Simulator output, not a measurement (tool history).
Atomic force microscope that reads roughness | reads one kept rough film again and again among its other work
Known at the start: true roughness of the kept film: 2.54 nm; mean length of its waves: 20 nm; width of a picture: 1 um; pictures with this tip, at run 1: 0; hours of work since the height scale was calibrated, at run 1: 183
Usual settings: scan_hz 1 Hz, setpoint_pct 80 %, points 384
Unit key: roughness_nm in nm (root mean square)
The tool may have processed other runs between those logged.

run	hour	scan_hz	setpoint_pct	points	pictures with this tip	hours of work since the height scale was calibrated	roughness_nm
1	0	1	80	384	0	183	2.03
2	15.9	1	80	384	20	194	2.003
3	49.6	1	80	384	62	218	1.946
4	78.3	1	80	384	99	239	1.906
5	109.3	1	80	384	138	262	1.853
6	142.3	1	80	384	179	285	1.81
7	176.7	1	80	384	223	310	1.771
8	197.6	1	80	384	249	325	1.734
9	217	1	80	384	273	339	1.72
10	238.1	1	80	384	300	355	1.69
11	258.2	1	80	384	325	369	1.674
12	277.1	1	80	257	349	383	1.622
# hour 300.4: new tip fitted
13	306.6	1	77	257	7	404	2
14	329.1	1	80	384	36	420	1.996
15	354.3	1	80	384	68	438	1.96
16	370.2	1	80	384	88	450	1.945
17	401.3	1	80	384	127	472	1.874
18	419.6	1	80	384	150	486	1.849
19	437.5	1	80	384	172	499	1.835
20	454.8	1	80	384	194	511	1.804
21	475.5	2.84	80	384	220	526	1.696
22	503	1.58	80	384	255	546	1.712
23	538.4	1.58	80	384	299	571	1.679
24	569.3	0.58	63	874	338	594	1.752
25	586.1	0.58	63	874	360	606	1.721
# hour 601.6: new tip fitted
26	601.6	0.97	77	874	0	617	2.1
# hour 604.8: height scale calibrated on a step standard
27	633.8	1.16	63	257	40	21	1.981
28	661.6	1	85	1014	75	41	1.97
29	692	1	85	1014	113	63	1.918
30	713.3	1.36	80	384	140	78	1.843
# hour 727.1: height scale calibrated on a step standard, once more
31	739.5	0.85	61	384	172	9	1.875
32	759.7	0.85	87	734	197	24	1.831
33	779.4	1.61	81	267	222	38	1.723
34	810.1	1.61	81	267	260	60	1.695
35	827.8	3.29	73	805	283	73	1.688
36	844.6	3.29	73	805	304	85	1.684
37	874.1	0.91	58	384	341	106	1.711
38	888.8	0.91	58	384	360	117	1.702
# hour 904.2: new tip fitted
39	915.6	0.91	58	384	15	136	2.081
40	941.5	0.91	58	384	47	155	2.026
41	976.5	1.68	63	384	91	180	1.946
42	994.1	1.68	63	384	114	193	1.928
43	1028.1	1.68	63	384	157	217	1.884
44	1059.2	1	77	586	196	240	1.836
45	1074	1	77	586	214	250	1.825
46	1107.3	2.91	87	339	256	275	1.592

How would selected steps in roughness_nm from run to run divide? Give the signed amount a tool lacking its hidden state would still show from settings, what came in and random variation, and the signed amount left for the hidden state, including any gauge scatter that is not in both of the compared results.
The tool's hidden condition here consists of: radius of the tip, nm; height scale over the true one, %; drift of the gauge itself on roughness_nm, %.
Run 12 -> 13: setpoint_pct 80 -> 77, new tip fitted. roughness_nm +0.378 nm (root mean square): hidden state +0.381, all else -0.003.
Run 25 -> 26: scan_hz 0.58 -> 0.97, setpoint_pct 63 -> 77, new tip fitted. roughness_nm +0.379 nm (root mean square): hidden state +0.409, all else -0.03.
Run 38 -> 39: new tip fitted. roughness_nm +0.379 nm (root mean square): hidden state +0.364, all else +0.015.
